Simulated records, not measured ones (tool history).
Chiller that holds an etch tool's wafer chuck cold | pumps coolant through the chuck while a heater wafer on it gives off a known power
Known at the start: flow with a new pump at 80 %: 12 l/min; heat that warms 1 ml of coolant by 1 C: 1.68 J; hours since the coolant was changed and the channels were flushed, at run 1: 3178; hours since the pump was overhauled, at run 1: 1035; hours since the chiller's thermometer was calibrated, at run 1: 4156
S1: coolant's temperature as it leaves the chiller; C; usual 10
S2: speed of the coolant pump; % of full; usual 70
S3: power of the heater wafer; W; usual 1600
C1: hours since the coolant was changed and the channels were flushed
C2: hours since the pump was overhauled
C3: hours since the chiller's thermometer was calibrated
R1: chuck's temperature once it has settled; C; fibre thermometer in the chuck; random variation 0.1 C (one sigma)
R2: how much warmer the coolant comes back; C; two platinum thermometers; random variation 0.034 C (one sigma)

| run | day | S1 | S2 | S3 | C1 | C2 | C3 | R1 | R2 |
|---|---|---|---|---|---|---|---|---|---|
| 1 | 0.000 | 10 | 70 | 1600 | 3178 | 1035 | 4156 | 21.0 | 5.54 |
| 2 | 1.654 | 10 | 70 | 1600 | 3217 | 1075 | 4195 | 21.0 | 5.58 |
| 3 | 3.333 | 10 | 70 | 1600 | 3258 | 1115 | 4236 | 20.9 | 5.51 |
| 4 | 5.229 | 10 | 70 | 1600 | 3303 | 1161 | 4281 | 20.9 | 5.58 |
| 5 | 7.662 | 10 | 70 | 1600 | 3362 | 1219 | 4340 | 21.1 | 5.56 |
| 6 | 9.358 | 10 | 70 | 1600 | 3402 | 1260 | 4380 | 20.9 | 5.62 |
| 7 | 11.717 | 10 | 70 | 1600 | 3459 | 1316 | 4437 | 20.8 | 5.59 |
| 8 | 13.267 | 10 | 66 | 1600 | 3496 | 1354 | 4474 | 21.3 | 6.00 |
| 9 | 16.188 | 10 | 87 | 1600 | 3566 | 1424 | 4544 | 19.4 | 4.43 |
| 10 | 17.492 | 10 | 87 | 1318 | 3597 | 1455 | 4575 | 17.9 | 3.73 |
| 11 | 19.179 | 10 | 70 | 1600 | 3638 | 1495 | 4616 | 21.1 | 5.72 |
| 12 | 20.954 | 3 | 85 | 1600 | 3681 | 1538 | 4659 | 12.6 | 4.62 |
| 13 | 22.933 | 3 | 79 | 1004 | 3728 | 1585 | 4706 | 9.2 | 3.25 |
| 14 | 25.483 | 6 | 79 | 1004 | 3789 | 1647 | 4767 | 12.3 | 3.20 |
| 15 | 27.729 | 10 | 70 | 1600 | 3843 | 1701 | 4821 | 21.0 | 5.78 |
| 16 | 30.825 | 5 | 70 | 1600 | 3917 | 1775 | 4895 | 15.8 | 5.82 |
| 17 | 32.650 | 5 | 70 | 1600 | 3961 | 1819 | 4939 | 16.0 | 5.74 |
| 18 | 35.129 | 11 | 70 | 950 | 4021 | 1878 | 4999 | 17.7 | 3.58 |
| 19 | 37.638 | 1 | 73 | 1452 | 4081 | 1938 | 5059 | 10.6 | 5.10 |
| 20 | 40.246 | 17 | 77 | 1351 | 4144 | 2001 | 5121 | 25.6 | 4.55 |
|  | 41.025 | chiller's thermometer calibrated |
| 21 | 41.858 | 10 | 65 | 1283 | 4181 | 2039 | 20 | 19.3 | 5.11 |

3 ways to go on from here, each from the tool as it stands after run 21. What would each give?
| A | 44.192 | 10 | 73 | 1283 | 4237 | 2095 | 76 | ? | ? |
| B | 44.192 | 13 | 69 | 2049 | 4237 | 2095 | 76 | ? | ? |
| C | 44.192 | 14 | 65 | 903 | 4237 | 2095 | 76 | ? | ? |

| run | R1 | R2 |
|---|---|---|
| A | 18.7 | 4.53 |
| B | 27.2 | 7.56 |
| C | 20.5 | 3.73 |
Without the tool's hidden state the same runs would have given:
| run | R1 | R2 |
|---|---|---|
| A | 18.7 | 4.19 |
| B | 27.1 | 7.21 |
| C | 20.4 | 3.39 |
